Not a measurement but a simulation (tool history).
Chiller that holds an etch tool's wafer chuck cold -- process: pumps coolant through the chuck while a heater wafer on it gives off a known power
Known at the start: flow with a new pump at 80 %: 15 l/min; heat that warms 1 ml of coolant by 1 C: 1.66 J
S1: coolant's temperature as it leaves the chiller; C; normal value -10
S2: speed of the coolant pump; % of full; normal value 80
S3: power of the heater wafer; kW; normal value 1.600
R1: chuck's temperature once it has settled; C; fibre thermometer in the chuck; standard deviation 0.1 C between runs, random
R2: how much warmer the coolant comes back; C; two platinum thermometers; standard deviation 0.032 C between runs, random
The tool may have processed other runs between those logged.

| run | hour | S1 | S2 | S3 | R1 | R2 |
|---|---|---|---|---|---|---|
| 1 | 0.0 | -10 | 80 | 1.600 | 2.3 | 3.98 |
| 2 | 57.6 | -10 | 80 | 1.600 | 2.4 | 3.97 |
| 3 | 89.3 | -10 | 80 | 1.600 | 2.2 | 3.97 |
| 4 | 137.0 | -1 | 80 | 1.600 | 11.4 | 3.98 |
| 5 | 191.3 | -10 | 80 | 1.600 | 2.4 | 3.92 |
| 6 | 251.3 | -10 | 80 | 1.600 | 2.3 | 3.95 |
| 7 | 285.3 | -6 | 80 | 1.600 | 6.4 | 3.96 |
| 8 | 314.0 | -6 | 80 | 1.600 | 6.4 | 4.00 |
| 9 | 354.2 | -6 | 80 | 1.600 | 6.6 | 3.96 |
| 10 | 383.1 | -17 | 80 | 1.600 | -4.6 | 3.95 |
| 11 | 426.9 | -17 | 80 | 1.600 | -4.5 | 3.99 |
| 12 | 481.7 | -10 | 80 | 1.503 | 1.8 | 3.80 |
| 13 | 523.7 | -10 | 80 | 1.503 | 1.6 | 3.74 |
| 14 | 564.6 | -10 | 70 | 1.795 | 6.2 | 5.15 |
| 15 | 613.3 | -11 | 61 | 1.011 | -1.0 | 3.40 |
| 16 | 648.4 | -11 | 61 | 1.011 | -1.0 | 3.37 |
| 17 | 702.2 | -18 | 83 | 1.799 | -4.3 | 4.33 |
| 18 | 742.6 | -18 | 83 | 1.799 | -4.3 | 4.31 |
| 19 | 767.8 | -18 | 83 | 1.675 | -5.2 | 4.01 |
| 20 | 812.5 | -18 | 83 | 1.675 | -5.2 | 3.99 |
| 21 | 838.6 | -15 | 65 | 1.123 | -4.3 | 3.46 |
| 22 | 864.2 | -15 | 65 | 1.123 | -4.4 | 3.51 |
| 23 | 895.2 | -15 | 72 | 1.123 | -5.5 | 3.18 |
| 24 | 938.0 | -14 | 80 | 1.767 | 0.0 | 4.49 |
| 25 | 985.2 | -10 | 83 | 1.767 | 3.5 | 4.25 |

What if the next run were any one of these 5? Each begins from the tool's condition after run 25:
| A | 1016.7 | -11 | 99 | 2.156 | ? | ? |
| B | 1016.7 | -17 | 86 | 2.033 | ? | ? |
| C | 1016.7 | -10 | 80 | 1.956 | ? | ? |
| D | 1016.7 | -10 | 65 | 0.898 | ? | ? |
| E | 1016.7 | -10 | 73 | 1.769 | ? | ? |

| run | R1 | R2 |
|---|---|---|
| A | 3.2 | 4.26 |
| B | -1.5 | 4.66 |
| C | 5.9 | 4.85 |
| D | -1.5 | 2.78 |
| E | 5.6 | 4.93 |
The same runs, with their run-to-run variation unchanged, on a tool lacking any hidden condition would have given:
| run | R1 | R2 |
|---|---|---|
| A | 1.0 | 4.12 |
| B | -3.9 | 4.50 |
| C | 3.5 | 4.69 |
| D | -2.6 | 2.69 |
| E | 3.1 | 4.76 |
